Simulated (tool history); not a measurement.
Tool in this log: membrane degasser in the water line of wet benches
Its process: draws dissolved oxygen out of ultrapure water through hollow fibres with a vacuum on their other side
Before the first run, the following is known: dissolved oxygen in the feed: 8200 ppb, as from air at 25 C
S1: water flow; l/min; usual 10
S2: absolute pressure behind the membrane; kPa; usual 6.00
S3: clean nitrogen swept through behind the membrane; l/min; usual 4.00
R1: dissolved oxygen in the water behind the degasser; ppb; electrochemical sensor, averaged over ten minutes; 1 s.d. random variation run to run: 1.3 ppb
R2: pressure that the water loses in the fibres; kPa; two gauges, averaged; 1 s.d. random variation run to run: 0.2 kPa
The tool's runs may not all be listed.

run 1 hour=0.0 | S1=10 S2=6.00 S3=4.00 | R1=131.6 R2=43.15
run 2 hour=46.4 | S1=10 S2=6.00 S3=2.54 | R1=142.5 R2=43.11
run 3 hour=123.9 | S1=14 S2=6.00 S3=4.00 | R1=248.3 R2=60.33
run 4 hour=158.2 | S1=10 S2=4.02 S3=4.00 | R1=122.2 R2=43.42
run 5 hour=205.8 | S1=10 S2=4.02 S3=4.00 | R1=120.6 R2=43.10
run 6 hour=270.9 | S1=10 S2=4.02 S3=4.00 | R1=123.0 R2=43.19
run 7 hour=327.1 | S1=10 S2=4.40 S3=7.58 | R1=120.6 R2=43.39
run 8 hour=373.7 | S1=10 S2=4.40 S3=7.58 | R1=120.3 R2=43.34
run 9 hour=445.3 | S1=9 S2=4.40 S3=2.71 | R1=101.6 R2=39.17
run 10 hour=500.1 | S1=9 S2=4.40 S3=2.71 | R1=104.4 R2=39.02

Some steps in R1 between neighbouring runs. How much of each would the tool show without its hidden state too (settings, what came in, random variation), and how much is left for the hidden state, with any gauge scatter that isn't in both results?
The tool's hidden condition here consists of: membrane still open, %; true pressure behind the membrane over the reading, kPa; air that leaks in behind the membrane, l/min; drift of the gauge itself on oxygen_ppb, %; drift of the gauge itself on loss_of_pressure_kpa, %.
Run 3 -> 4: S1 14 -> 10, S2 6.00 -> 4.02. R1 -126.1 ppb: hidden state -1.0, all else -125.1.

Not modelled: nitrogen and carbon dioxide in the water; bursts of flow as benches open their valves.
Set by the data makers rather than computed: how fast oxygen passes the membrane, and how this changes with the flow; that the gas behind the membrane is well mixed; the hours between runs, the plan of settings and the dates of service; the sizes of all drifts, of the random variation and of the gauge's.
